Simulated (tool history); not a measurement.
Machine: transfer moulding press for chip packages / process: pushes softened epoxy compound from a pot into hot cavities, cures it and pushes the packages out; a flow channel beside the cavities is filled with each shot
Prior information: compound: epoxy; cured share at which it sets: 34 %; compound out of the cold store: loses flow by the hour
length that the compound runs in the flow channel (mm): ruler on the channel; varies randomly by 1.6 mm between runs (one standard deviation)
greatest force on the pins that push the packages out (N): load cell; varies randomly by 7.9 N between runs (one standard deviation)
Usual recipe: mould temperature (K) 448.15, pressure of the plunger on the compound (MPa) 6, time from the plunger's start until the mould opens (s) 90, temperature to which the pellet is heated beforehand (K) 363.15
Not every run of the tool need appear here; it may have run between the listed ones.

| run | hour | mould temperature (K) | pressure of the plunger on the compound (MPa) | time from the plunger's start until the mould opens (s) | temperature to which the pellet is heated beforehand (K) | incoming compound's hours out of the cold store | length that the compound runs in the flow channel (mm) | greatest force on the pins that push the packages out (N) |
|---|---|---|---|---|---|---|---|---|
| 1 | 0 | 448.15 | 6 | 90 | 363.15 | 17.5 | 557 | 358 |
| 2 | 20.8 | 448.15 | 6 | 90 | 370.15 | 22.2 | 547 | 330 |
|  | 26.1 | plunger's sealing rings changed |
|  | 40.1 | cavities cleaned with cleaning compound and waxed |
| 3 | 48.8 | 450.15 | 6 | 90 | 363.15 | 14.4 | 561 | 309 |
| 4 | 75.1 | 450.15 | 6 | 90 | 363.15 | 25.5 | 535 | 331 |
|  | 91.3 | cavities cleaned with cleaning compound and waxed |
| 5 | 107.3 | 446.15 | 6 | 90 | 363.15 | 20.9 | 554 | 376 |
| 6 | 138.6 | 446.15 | 6 | 90 | 363.15 | 42 | 511 | 350 |
|  | 142.2 | cavities cleaned with cleaning compound and waxed |
| 7 | 173.3 | 446.15 | 6 | 90 | 363.15 | 25.3 | 547 | 350 |
|  | 196.4 | cavities cleaned with cleaning compound and waxed |
| 8 | 203.5 | 446.15 | 4.7 | 90 | 363.15 | 20.5 | 492 | 375 |
| 9 | 240.6 | 446.15 | 4.7 | 90 | 363.15 | 21 | 494 | 373 |
|  | 248.6 | cavities cleaned with cleaning compound and waxed |
| 10 | 280.6 | 446.15 | 4.7 | 90 | 363.15 | 27.8 | 479 | 356 |
|  | 302.7 | cavities cleaned with cleaning compound and waxed |
| 11 | 306.4 | 448.15 | 6.2 | 90 | 363.15 | 41.3 | 517 | 320 |
| 12 | 326.9 | 451.15 | 6.2 | 90 | 363.15 | 36.9 | 524 | 317 |
|  | 353.7 | cavities cleaned with cleaning compound and waxed |
| 13 | 362.6 | 451.15 | 6.2 | 90 | 363.15 | 8.9 | 583 | 327 |
|  | 373.8 | plunger's sealing rings changed |
| 14 | 389.7 | 443.15 | 6.2 | 90 | 363.15 | 12.7 | 587 | 446 |
|  | 407.2 | cavities cleaned with cleaning compound and waxed |
| 15 | 429.9 | 448.15 | 4.72 | 90 | 358.15 | 35.4 | 463 | 331 |
| 16 | 451.4 | 452.15 | 5.34 | 90 | 363.15 | 41.6 | 473 | 303 |
|  | 461.4 | cavities cleaned with cleaning compound and waxed |
| 17 | 479.4 | 448.15 | 6.72 | 90 | 354.15 | 37.8 | 550 | 340 |
|  | 512.7 | cavities cleaned with cleaning compound and waxed |
| 18 | 521.2 | 448.15 | 6.72 | 90 | 354.15 | 15.8 | 597 | 340 |
|  | 564.3 | cavities cleaned with cleaning compound and waxed |
| 19 | 564.3 | 448.15 | 6.72 | 90 | 354.15 | 42 | 540 | 332 |
| 20 | 600.7 | 446.15 | 5.77 | 90 | 354.15 | 21.3 | 544 | 377 |
|  | 616.7 | cavities cleaned with cleaning compound and waxed |
| 21 | 638 | 446.15 | 4.6 | 90 | 354.15 | 47.2 | 439 | 360 |
|  | 667.9 | cavities cleaned with cleaning compound and waxed |
| 22 | 667.9 | 454.15 | 4.6 | 90 | 354.15 | 17.8 | 480 | 291 |
| 23 | 709.2 | 454.15 | 4.6 | 90 | 354.15 | 42.6 | 436 | 276 |
|  | 720.2 | plunger's sealing rings changed |
|  | 721.7 | cavities cleaned with cleaning compound and waxed |
| 24 | 741 | 454.15 | 7.19 | 90 | 363.15 | 17 | 599 | 292 |
|  | 772.4 | cavities cleaned with cleaning compound and waxed |
| 25 | 782.8 | 454.15 | 7.19 | 90 | 363.15 | 38.7 | 555 | 300 |
| 26 | 812.2 | 440.15 | 6.76 | 73 | 371.15 | 11.1 | 622 | 900 |
|  | 825.3 | cavities cleaned with cleaning compound and waxed |
| 27 | 849.4 | 440.15 | 6.76 | 73 | 371.15 | 45.8 | 546 | 767 |

Here are 3 independent what-if runs from the current tool condition. What would each one return?
|  | 876.9 | cavities cleaned with cleaning compound and waxed |
| A | 878.5 | 441.15 | 5.56 | 73 | 360.15 | 31.1 | ? | ? |
|  | 876.9 | cavities cleaned with cleaning compound and waxed |
| B | 878.5 | 440.15 | 6.76 | 79 | 357.15 | 9 | ? | ? |
|  | 876.9 | cavities cleaned with cleaning compound and waxed |
| C | 878.5 | 448.15 | 6 | 90 | 359.15 | 37.1 | ? | ? |

| run | length that the compound runs in the flow channel (mm) | greatest force on the pins that push the packages out (N) |
|---|---|---|
| A | 522 | 836 |
| B | 633 | 821 |
| C | 520 | 344 |
What these runs would have given with no unlogged condition in the tool:
| run | length that the compound runs in the flow channel (mm) | greatest force on the pins that push the packages out (N) |
|---|---|---|
| A | 522 | 833 |
| B | 633 | 819 |
| C | 520 | 343 |

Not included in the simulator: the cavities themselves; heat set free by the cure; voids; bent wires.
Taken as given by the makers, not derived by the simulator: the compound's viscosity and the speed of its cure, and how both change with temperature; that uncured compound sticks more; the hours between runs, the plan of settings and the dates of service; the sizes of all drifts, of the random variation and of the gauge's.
